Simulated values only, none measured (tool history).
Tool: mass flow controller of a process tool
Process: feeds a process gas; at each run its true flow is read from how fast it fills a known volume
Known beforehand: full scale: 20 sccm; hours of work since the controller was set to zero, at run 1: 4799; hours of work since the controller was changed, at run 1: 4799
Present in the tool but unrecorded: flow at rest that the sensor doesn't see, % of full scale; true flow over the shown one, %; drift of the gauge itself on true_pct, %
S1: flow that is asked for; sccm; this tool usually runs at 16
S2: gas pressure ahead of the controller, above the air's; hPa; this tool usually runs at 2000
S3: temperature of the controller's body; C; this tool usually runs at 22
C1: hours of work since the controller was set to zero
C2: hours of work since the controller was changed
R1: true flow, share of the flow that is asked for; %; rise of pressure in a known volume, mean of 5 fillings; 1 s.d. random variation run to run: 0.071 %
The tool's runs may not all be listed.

run	hour	S1	S2	S3	C1	C2	R1
1	0.0	16	2000	22	4799	4799	99.81
2	232.8	16	2000	23	4949	4949	99.82
3	556.1	16	2000	22	5159	5159	99.94
4	715.4	16	1990	22	5262	5262	99.80
# hour 941.9: controller's zero set anew
5	1037.8	16	1620	22	62	5470	99.70
6	1361.1	16	2000	22	271	5679	99.97
7	1697.9	16	2000	22	489	5897	99.97
8	2078.5	16	2000	22	735	6143	100.05
9	2339.5	16	1590	22	904	6311	99.76
10	2619.7	16	1590	22	1085	6493	99.90
11	2925.8	3	2000	22	1283	6691	98.40
12	3138.7	3	2000	22	1421	6828	98.45
13	3453.1	16	2000	22	1624	7032	100.23
14	3639.9	16	2000	28	1745	7152	99.69
15	3956.0	16	2000	26	1949	7357	99.77
16	4266.7	16	2000	26	2150	7558	99.89

Run 17 is up next; what results do you expect?
17	4574.6	16	2000	26	2349	7757	?

R1: 99.89 %
Without the tool's hidden state the same run would have given R1 99.31 %.
